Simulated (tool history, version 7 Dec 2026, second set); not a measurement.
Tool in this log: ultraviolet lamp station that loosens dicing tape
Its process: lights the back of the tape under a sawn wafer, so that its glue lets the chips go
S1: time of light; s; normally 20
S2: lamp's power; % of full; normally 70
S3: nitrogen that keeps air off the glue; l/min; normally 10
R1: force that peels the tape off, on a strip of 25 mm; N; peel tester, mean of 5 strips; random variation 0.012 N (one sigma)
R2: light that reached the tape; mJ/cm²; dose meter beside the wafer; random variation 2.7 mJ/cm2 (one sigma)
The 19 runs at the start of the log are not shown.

run   hour  S1   S2  S3     R1   R2
 20  376.2  20   70  10  0.725  332
 21  396.8  20   70  10  0.706  329
 22  416.7  39   94   9   0.17  856
 23  428.2  17   94   9  0.596  370
 24  439.8  28   74   8  0.376  472
 25  464.2  28   74   8  0.387  470
 26  480.3  21   70   9  0.775  333
 27  493.7  20   70   3  1.994  314
 28  513.1  19   77  18  0.472  326
 29  537.4  19   77  18  0.499  321
 30  553.5  23   61   6  1.275  304
 31  573.9  24   81   3  1.215  416
 32  599.5  17   62   6  2.216  223
 33  623.8  17   62   6  2.323  224
 34  647.6  17   62   6   2.32  219
 35  666.4  20   70   6  1.447  286
 36  679.8  11  100   6  2.298  224
 37  703.2  20   68  13  0.906  271
 38  717.8  20   68  13  0.944  270
 39  738.5  20   68  13  0.936  263
 40  751.8  13   88   3  3.175  221
 41  765.8  27   81  18  0.265  423
 42  786.7  11   81  18  1.803  169

What if the next run were any one of these 5? Each begins from the tool's condition after run 42:
  A  801.8  14  61   6   ?   ?
  B  801.8  13  94  17   ?   ?
  C  801.8  20  66  17   ?   ?
  D  801.8  20  66  14   ?   ?
  E  801.8  15  91  11   ?   ?

run     R1   R2
  A  3.289  160
  B  1.033  228
  C  0.962  246
  D  0.986  252
  E  1.137  254
Take away the tool's hidden state, keep each run's random variation, and the runs would have read:
run     R1   R2
  A  2.161  222
  B  0.502  317
  C  0.454  342
  D  0.472  348
  E  0.553  353
